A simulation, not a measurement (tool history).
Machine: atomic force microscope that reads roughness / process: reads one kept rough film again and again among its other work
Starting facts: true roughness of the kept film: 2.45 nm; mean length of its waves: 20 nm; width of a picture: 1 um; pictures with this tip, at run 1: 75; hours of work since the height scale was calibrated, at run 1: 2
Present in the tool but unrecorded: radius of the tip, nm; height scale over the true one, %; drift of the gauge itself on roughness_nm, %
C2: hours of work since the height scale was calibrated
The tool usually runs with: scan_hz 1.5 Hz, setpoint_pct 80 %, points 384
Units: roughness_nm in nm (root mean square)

run 1 hour=0 | scan_hz=1.5 setpoint_pct=80 points=384 | pictures_with_this_tip=75 C2=2 | roughness_nm=1.412
run 2 hour=7.8 | scan_hz=2.35 setpoint_pct=80 points=384 | pictures_with_this_tip=85 C2=6 | roughness_nm=1.317
run 3 hour=12.4 | scan_hz=1.5 setpoint_pct=62 points=384 | pictures_with_this_tip=91 C2=8 | roughness_nm=1.402
run 4 hour=22 | scan_hz=1.5 setpoint_pct=80 points=384 | pictures_with_this_tip=103 C2=12 | roughness_nm=1.29
-- hour=26.8 new tip fitted
run 5 hour=31.1 | scan_hz=1.5 setpoint_pct=80 points=384 | pictures_with_this_tip=5 C2=17 | roughness_nm=1.72
run 6 hour=36 | scan_hz=1.5 setpoint_pct=80 points=384 | pictures_with_this_tip=11 C2=19 | roughness_nm=1.675
run 7 hour=44.1 | scan_hz=1.5 setpoint_pct=80 points=384 | pictures_with_this_tip=21 C2=23 | roughness_nm=1.626
run 8 hour=54 | scan_hz=1.5 setpoint_pct=80 points=384 | pictures_with_this_tip=33 C2=28 | roughness_nm=1.548
run 9 hour=62 | scan_hz=1.5 setpoint_pct=80 points=384 | pictures_with_this_tip=43 C2=31 | roughness_nm=1.509
run 10 hour=70.3 | scan_hz=1.5 setpoint_pct=89 points=384 | pictures_with_this_tip=53 C2=35 | roughness_nm=1.397
run 11 hour=78.9 | scan_hz=1.02 setpoint_pct=80 points=636 | pictures_with_this_tip=64 C2=40 | roughness_nm=1.453
run 12 hour=86.6 | scan_hz=0.8 setpoint_pct=80 points=975 | pictures_with_this_tip=73 C2=43 | roughness_nm=1.435
run 13 hour=93.4 | scan_hz=1.6 setpoint_pct=55 points=384 | pictures_with_this_tip=82 C2=47 | roughness_nm=1.404
run 14 hour=102 | scan_hz=1.6 setpoint_pct=79 points=855 | pictures_with_this_tip=92 C2=51 | roughness_nm=1.3
run 15 hour=107.8 | scan_hz=1.6 setpoint_pct=61 points=803 | pictures_with_this_tip=99 C2=53 | roughness_nm=1.344
-- hour=115.1 new tip fitted
run 16 hour=117.6 | scan_hz=1.5 setpoint_pct=80 points=461 | pictures_with_this_tip=3 C2=58 | roughness_nm=1.774
run 17 hour=127.1 | scan_hz=1.5 setpoint_pct=64 points=461 | pictures_with_this_tip=14 C2=62 | roughness_nm=1.776
run 18 hour=136.3 | scan_hz=0.94 setpoint_pct=75 points=461 | pictures_with_this_tip=26 C2=67 | roughness_nm=1.709

The next listed run, before its measurement:
run 19 hour=143.2 | scan_hz=0.94 setpoint_pct=75 points=461 | pictures_with_this_tip=34 C2=70 | roughness_nm=?

roughness_nm: 1.645 nm (root mean square)
Take away the tool's hidden state, keep the run-to-run variation as it was, and the same run would have given roughness_nm 1.872 nm (root mean square).
